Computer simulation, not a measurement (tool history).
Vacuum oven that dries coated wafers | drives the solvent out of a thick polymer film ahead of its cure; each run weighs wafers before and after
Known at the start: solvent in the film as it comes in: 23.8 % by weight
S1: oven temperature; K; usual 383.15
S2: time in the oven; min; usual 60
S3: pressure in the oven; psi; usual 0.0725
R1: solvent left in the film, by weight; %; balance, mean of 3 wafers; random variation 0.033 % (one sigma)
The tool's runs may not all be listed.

Run 1, hour 0: usual settings. Result: R1 1.58 %.
Run 2, hour 7.7: usual settings. Result: R1 1.55 %.
Run 3, hour 13: usual settings. Result: R1 1.59 %.
Run 4, hour 22.6: usual settings. Result: R1 1.56 %.
Run 5, hour 31.4: usual settings but S3 0.1082 psi. Result: R1 1.7 %.
Run 6, hour 39.7: usual settings but S2 31 min. Result: R1 4.87 %.
Run 7, hour 45.9: usual settings but S2 31 min. Result: R1 4.82 %.
Run 8, hour 53.2: usual settings but S2 31 min. Result: R1 4.86 %.
Run 9, hour 58.5: usual settings but S2 31 min. Result: R1 4.84 %.
Run 10, hour 64.1: usual settings but S1 397.15 K, S2 35 min, S3 0.2364 psi. Result: R1 1.16 %.
Run 11, hour 71.4: usual settings but S2 68 min, S3 0.216 psi. Result: R1 1.91 %.
Run 12, hour 81.8: usual settings but S1 376.15 K, S2 68 min, S3 0.1829 psi. Result: R1 3.65 %.
Run 13, hour 92.3: usual settings but S2 84 min. Result: R1 0.8 %.
Run 14, hour 101.9: usual settings but S2 31 min, S3 0.0619 psi. Result: R1 4.79 %.
Run 15, hour 109.8: usual settings but S2 48 min, S3 0.0619 psi. Result: R1 2.35 %.
Run 16, hour 119.4: usual settings but S1 384.15 K, S2 53 min, S3 0.1507 psi. Result: R1 2.08 %.
Run 17, hour 127: usual settings but S1 384.15 K, S2 53 min, S3 0.1507 psi. Result: R1 2.13 %.
Run 18, hour 138.2: usual settings but S1 369.15 K, S2 31 min. Result: R1 11.15 %.

3 ways to go on from here, each from the tool as it stands after run 18. What would each give?
Run A, hour 144.7: usual settings but S1 375.15 K, S2 67 min. Result: R1 ?.
Run B, hour 144.7: usual settings but S1 369.15 K, S2 31 min, S3 0.2389 psi. Result: R1 ?.
Run C, hour 144.7: usual settings but S1 369.15 K, S2 31 min, S3 0.1957 psi. Result: R1 ?.

run     R1
  A   3.39
  B  11.93
  C  11.87
Without the tool's hidden state the same runs would have given:
run     R1
  A   4.41
  B  13.03
  C  12.98

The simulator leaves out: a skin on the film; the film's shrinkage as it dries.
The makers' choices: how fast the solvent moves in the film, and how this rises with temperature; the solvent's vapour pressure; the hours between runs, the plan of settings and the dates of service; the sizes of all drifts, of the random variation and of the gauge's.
